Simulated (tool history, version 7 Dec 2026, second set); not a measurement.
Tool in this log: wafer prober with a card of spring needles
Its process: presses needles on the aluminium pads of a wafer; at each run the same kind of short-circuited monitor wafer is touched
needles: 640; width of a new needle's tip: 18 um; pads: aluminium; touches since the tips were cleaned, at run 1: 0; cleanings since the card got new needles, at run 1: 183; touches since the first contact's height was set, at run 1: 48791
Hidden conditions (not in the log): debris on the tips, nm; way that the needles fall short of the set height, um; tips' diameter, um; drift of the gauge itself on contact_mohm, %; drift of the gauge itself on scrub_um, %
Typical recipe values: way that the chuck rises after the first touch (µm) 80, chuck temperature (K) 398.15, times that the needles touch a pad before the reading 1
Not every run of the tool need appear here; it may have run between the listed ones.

run   hour  way that the chuck rises after the first touch (µm)  chuck temperature (K)  times that the needles touch a pad before the reading  touches since the tips were cleaned  cleanings since the card got new needles  touches since the first contact's height was set  resistance of one needle with its contact and lead (mohm)  way that a needle slides on the pad (µm)
  1      0                                                   80                 398.15                                                      1                                    0                                       183                                             48791                                                        203                                     12.24
       8.8  -- tips cleaned on abrasive film
      17.5  -- tips cleaned on abrasive film
      26.3  -- tips cleaned on abrasive film
      35.1  -- tips cleaned on abrasive film
  2   40.3                                                   80                 398.15                                                      1                                 2564                                       187                                             68453                                                        217                                     12.23
      43.9  -- tips cleaned on abrasive film
      52.7  -- tips cleaned on abrasive film
      61.4  -- tips cleaned on abrasive film
      70.2  -- tips cleaned on abrasive film
  3     72                                                   80                 398.15                                                      1                                  865                                       191                                             83854                                                        211                                     12.14
      78.9  -- tips cleaned on abrasive film
      85.9  -- tips cleaned on abrasive film
      94.7  -- tips cleaned on abrasive film
  4   98.1                                                   80                 398.15                                                      1                                 1683                                       194                                             96589                                                        213                                     12.14
     103.4  -- tips cleaned on abrasive film
     112.2  -- tips cleaned on abrasive film
       121  -- tips cleaned on abrasive film
     129.8  -- tips cleaned on abrasive film
     136.8  -- tips cleaned on abrasive film
  5  140.9                                                   80                 398.15                                                      1                                 2014                                       199                                            117414                                                        215                                      12.1
     144.5  -- tips cleaned on abrasive film
     153.2  -- tips cleaned on abrasive film
       162  -- tips cleaned on abrasive film
  6    167                                                   80                 398.15                                                      1                                 2454                                       202                                            130127                                                        218                                     12.07
     170.6  -- tips cleaned on abrasive film
     177.6  -- tips cleaned on abrasive film
     184.7  -- tips cleaned on abrasive film
     193.4  -- tips cleaned on abrasive film
     200.5  -- tips cleaned on abrasive film
  7  203.6                                                   80                 398.15                                                      1                                 1519                                       207                                            147892                                                        213                                     11.96
     208.9  -- tips cleaned on abrasive film
     215.9  -- tips cleaned on abrasive film
     224.7  -- tips cleaned on abrasive film
     233.5  -- tips cleaned on abrasive film
       241  -- tips cleaned on abrasive film
  8    241                                                   80                 398.15                                                      1                                    0                                       212                                            166094                                                        205                                     11.91
       248  -- tips cleaned on abrasive film
     256.8  -- tips cleaned on abrasive film
     265.6  -- tips cleaned on abrasive film
     274.4  -- tips cleaned on abrasive film
     282.3  -- tips cleaned on abrasive film
  9  282.3                                                   80                 398.15                                                      1                                    0                                       217                                            186213                                                        207                                      11.8
     289.4  -- tips cleaned on abrasive film
     298.2  -- tips cleaned on abrasive film
     306.9  -- tips cleaned on abrasive film
       314  -- tips cleaned on abrasive film
     322.8  -- tips cleaned on abrasive film
 10    324                                                   78                 298.15                                                      1                                  591                                       222                                            206471                                                        192                                     11.43
       331  -- tips cleaned on abrasive film
       338  -- tips cleaned on abrasive film
     346.8  -- tips cleaned on abrasive film
     354.1  -- tips cleaned on abrasive film
 11  354.1                                                   78                 338.15                                                      2                                    0                                       226                                            221123                                                        195                                     11.34
     362.9  -- tips cleaned on abrasive film
     369.9  -- tips cleaned on abrasive film
     378.7  -- tips cleaned on abrasive film
     387.5  -- tips cleaned on abrasive film
     387.8  -- height of the first contact set anew
     395.8  -- tips cleaned on abrasive film
 12  395.8                                                   80                 365.15                                                      2                                    0                                       231                                              3898                                                        200                                     12.42
     404.6  -- tips cleaned on abrasive film
     413.3  -- tips cleaned on abrasive film
     422.1  -- tips cleaned on abrasive film
     430.9  -- tips cleaned on abrasive film
 13  436.9                                                   73                 398.15                                                      2                                 2965                                       235                                             23965                                                        214                                     11.32
     438.8  -- tips cleaned on abrasive film
     445.8  -- tips cleaned on abrasive film
     454.6  -- tips cleaned on abrasive film
     461.6  -- tips cleaned on abrasive film
 14  468.5                                                   73                 398.15                                                      2                                 3398                                       239                                             39333                                                        217                                     11.19

Forecast each of these 5 alternatives for the next run:
     470.3  -- tips cleaned on abrasive film
     477.4  -- tips cleaned on abrasive film
     486.2  -- tips cleaned on abrasive film
  A  488.7                                                   69                 333.15                                                      2                                 1259                                       242                                             49142                                                          ?                                         ?
     470.3  -- tips cleaned on abrasive film
     477.4  -- tips cleaned on abrasive film
     486.2  -- tips cleaned on abrasive film
  B  488.7                                                   73                 398.15                                                      1                                 1259                                       242                                             49142                                                          ?                                         ?
     470.3  -- tips cleaned on abrasive film
     477.4  -- tips cleaned on abrasive film
     486.2  -- tips cleaned on abrasive film
  C  488.7                                                   92                 342.15                                                      2                                 1259                                       242                                             49142                                                          ?                                         ?
     470.3  -- tips cleaned on abrasive film
     477.4  -- tips cleaned on abrasive film
     486.2  -- tips cleaned on abrasive film
  D  488.7                                                   91                 398.15                                                      1                                 1259                                       242                                             49142                                                          ?                                         ?
     470.3  -- tips cleaned on abrasive film
     477.4  -- tips cleaned on abrasive film
     486.2  -- tips cleaned on abrasive film
  E  488.7                                                   74                 398.15                                                      2                                 1259                                       242                                             49142                                                          ?                                         ?

run  resistance of one needle with its contact and lead (mohm)  way that a needle slides on the pad (µm)
  A                                                        201                                     10.55
  B                                                        217                                     11.14
  C                                                        196                                     14.06
  D                                                        210                                     13.94
  E                                                        211                                     11.31
Stripped of hidden state, with their random variation kept, the same runs would have yielded:
run  resistance of one needle with its contact and lead (mohm)  way that a needle slides on the pad (µm)
  A                                                        191                                      10.7
  B                                                        203                                      11.3
  C                                                        190                                     14.21
  D                                                        201                                     14.09
  E                                                        202                                     11.46
